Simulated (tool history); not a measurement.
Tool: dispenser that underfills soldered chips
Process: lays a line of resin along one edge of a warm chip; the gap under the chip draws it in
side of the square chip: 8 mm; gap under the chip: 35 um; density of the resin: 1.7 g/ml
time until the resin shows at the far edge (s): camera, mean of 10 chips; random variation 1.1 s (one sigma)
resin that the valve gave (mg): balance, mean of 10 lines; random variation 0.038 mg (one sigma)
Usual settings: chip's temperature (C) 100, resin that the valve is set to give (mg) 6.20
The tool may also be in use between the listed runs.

run,hour,chip's temperature (C),resin that the valve is set to give (mg),time until the resin shows at the far edge (s),resin that the valve gave (mg)
1,0.0,100,6.20,160.0,6.00
# hour 1.0: new syringe of resin
2,7.6,100,6.20,150.8,5.93
# hour 9.4: new syringe of resin
3,16.6,100,6.20,160.9,6.00
# hour 18.3: new syringe of resin
# hour 26.4: new syringe of resin
4,33.5,100,6.28,155.0,5.89
# hour 34.5: new syringe of resin
5,40.9,100,6.85,149.1,6.44
# hour 43.0: new syringe of resin
6,48.9,100,6.85,147.6,6.45
# hour 51.2: new syringe of resin
# hour 52.2: dispensing valve cleaned and set on the balance
# hour 60.2: new syringe of resin
7,66.1,100,6.85,143.9,6.84
# hour 68.5: new syringe of resin
# hour 76.8: new syringe of resin
8,79.4,100,7.10,118.0,7.14
# hour 85.7: new syringe of resin
9,90.1,100,7.10,132.4,7.01
# hour 93.7: new syringe of resin
# hour 101.8: new syringe of resin
10,104.8,100,7.10,121.0,7.03
# hour 110.4: new syringe of resin
# hour 118.7: new syringe of resin
11,120.3,100,6.57,109.1,6.39
# hour 127.4: new syringe of resin
# hour 135.6: new syringe of resin
12,137.2,100,6.57,112.1,6.41
# hour 143.7: new syringe of resin
13,146.0,112,6.57,67.7,6.44
# hour 151.7: new syringe of resin
14,156.1,112,6.57,78.8,6.35
# hour 160.2: new syringe of resin
# hour 168.4: new syringe of resin
15,168.4,85,5.54,202.7,5.30
# hour 176.2: new syringe of resin
16,180.9,105,5.90,108.6,5.64
# hour 184.8: new syringe of resin
# hour 193.7: new syringe of resin
17,197.6,110,7.88,80.8,7.55
# hour 202.0: new syringe of resin
18,209.0,112,5.83,92.9,5.51
# hour 210.7: new syringe of resin
# hour 218.7: new syringe of resin
19,225.7,112,5.83,94.1,5.55
# hour 227.0: new syringe of resin
# hour 235.1: new syringe of resin
# hour 241.8: dispensing valve cleaned and set on the balance
20,243.2,92,6.20,222.1,6.28
# hour 244.4: new syringe of resin
# hour 252.4: new syringe of resin
21,253.6,104,6.20,91.0,6.13
# hour 260.6: new syringe of resin
22,261.4,100,7.97,101.5,7.94
# hour 269.0: new syringe of resin
23,274.5,100,7.97,137.0,7.92
# hour 277.1: new syringe of resin
24,284.2,108,5.82,108.4,5.69

Forecast each of these 4 alternatives for the next run:
# hour 285.5: new syringe of resin
# hour 293.8: new syringe of resin
A,297.4,107,5.69,?,?
# hour 285.5: new syringe of resin
# hour 293.8: new syringe of resin
B,297.4,90,6.41,?,?
# hour 285.5: new syringe of resin
# hour 293.8: new syringe of resin
C,297.4,103,7.39,?,?
# hour 285.5: new syringe of resin
# hour 293.8: new syringe of resin
D,297.4,100,6.29,?,?

run,time until the resin shows at the far edge (s),resin that the valve gave (mg)
A,91.6,5.65
B,195.6,6.27
C,105.9,7.22
D,124.0,6.20
Without the tool's hidden state the same runs would have given:
run,time until the resin shows at the far edge (s),resin that the valve gave (mg)
A,81.4,5.73
B,175.5,6.36
C,94.4,7.33
D,110.7,6.29
